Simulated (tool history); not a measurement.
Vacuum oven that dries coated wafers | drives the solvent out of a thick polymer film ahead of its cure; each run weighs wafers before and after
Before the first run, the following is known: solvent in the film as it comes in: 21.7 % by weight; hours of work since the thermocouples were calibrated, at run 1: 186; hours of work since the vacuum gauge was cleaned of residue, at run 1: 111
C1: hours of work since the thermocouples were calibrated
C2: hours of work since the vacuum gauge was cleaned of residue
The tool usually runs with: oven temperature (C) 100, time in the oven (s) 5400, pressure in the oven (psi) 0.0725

Run 1, hour 0: usual settings; C1 186; C2 111. Result: solvent left in the film (%) 2.19.
Run 2, hour 17: usual settings; C1 193; C2 119. Result: solvent left in the film (%) 2.16.
Run 3, hour 25.9: usual settings; C1 197; C2 122. Result: solvent left in the film (%) 2.03.
Run 4, hour 42.9: usual settings but oven temperature (C) 112; C1 204; C2 130. Result: solvent left in the film (%) 0.66.
Run 5, hour 56.2: usual settings but oven temperature (C) 112; C1 210; C2 136. Result: solvent left in the film (%) 0.72.
Run 6, hour 65.9: usual settings but oven temperature (C) 112; C1 214; C2 140. Result: solvent left in the film (%) 0.58.
Run 7, hour 78.1: usual settings but oven temperature (C) 112; C1 219; C2 145. Result: solvent left in the film (%) 0.56.
Run 8, hour 92.7: usual settings but oven temperature (C) 112; C1 226; C2 151. Result: solvent left in the film (%) 0.59.
Run 9, hour 108.6: usual settings but oven temperature (C) 112; C1 233; C2 158. Result: solvent left in the film (%) 0.61.
Run 10, hour 125.8: usual settings but oven temperature (C) 112; C1 240; C2 166. Result: solvent left in the film (%) 0.62.
Run 11, hour 135.1: usual settings; C1 244; C2 170. Result: solvent left in the film (%) 2.1.
Run 12, hour 149.6: usual settings; C1 250; C2 176. Result: solvent left in the film (%) 2.23.
Run 13, hour 160.2: usual settings but time in the oven (s) 5100, pressure in the oven (psi) 0.085; C1 255; C2 180. Result: solvent left in the film (%) 2.41.
At hour 163.9: oven's thermocouples calibrated.
Run 14, hour 179.1: usual settings but oven temperature (C) 113, time in the oven (s) 7620; C1 7; C2 188. Result: solvent left in the film (%) 0.2.
Run 15, hour 194.7: usual settings but oven temperature (C) 98, time in the oven (s) 7260, pressure in the oven (psi) 0.045; C1 13; C2 195. Result: solvent left in the film (%) 1.4.
Run 16, hour 202.4: usual settings but oven temperature (C) 98, time in the oven (s) 7260, pressure in the oven (psi) 0.045; C1 17; C2 198. Result: solvent left in the film (%) 1.35.
Run 17, hour 210.8: usual settings but oven temperature (C) 97, time in the oven (s) 7260, pressure in the oven (psi) 0.0365; C1 20; C2 201. Result: solvent left in the film (%) 1.5.
Run 18, hour 220.2: usual settings but oven temperature (C) 89, time in the oven (s) 6300, pressure in the oven (psi) 0.2651; C1 24; C2 205. Result: solvent left in the film (%) 4.46.
Run 19, hour 235: usual settings but oven temperature (C) 89, time in the oven (s) 6300, pressure in the oven (psi) 0.2651; C1 31; C2 212. Result: solvent left in the film (%) 4.49.
Run 20, hour 246.2: usual settings but oven temperature (C) 89, time in the oven (s) 6300, pressure in the oven (psi) 0.2651; C1 36; C2 217. Result: solvent left in the film (%) 4.62.
Run 21, hour 259.8: usual settings but time in the oven (s) 4800, pressure in the oven (psi) 0.2044; C1 41; C2 223. Result: solvent left in the film (%) 3.12.
At hour 269.9: oven's thermocouples calibrated, once more.
Run 22, hour 273.7: usual settings but time in the oven (s) 4800, pressure in the oven (psi) 0.2044; C1 2; C2 228. Result: solvent left in the film (%) 2.88.
Run 23, hour 291.1: usual settings but time in the oven (s) 4980; C1 9; C2 235. Result: solvent left in the film (%) 2.46.

Take each entry between the runs: how does the hidden state at the last listed run before it differ from the hidden state at the first listed run after it?
In the gap between runs 13 and 14: oven's thermocouples calibrated (hour 163.9)
  true wafer temperature over the reading, C: -0.8 -> -0.96; true pressure over the reading, kPa: 0.052 -> 0.054
  the result without the hidden state subtracted from the measured one, solvent left in the film (%): +0.18 -> +0.03
In the gap between runs 21 and 22: oven's thermocouples calibrated, once more (hour 269.9)
  true wafer temperature over the reading, C: -1.03 -> -0.13; true pressure over the reading, kPa: 0.06 -> 0.061
  the result without the hidden state subtracted from the measured one, solvent left in the film (%): +0.24 -> +0.05
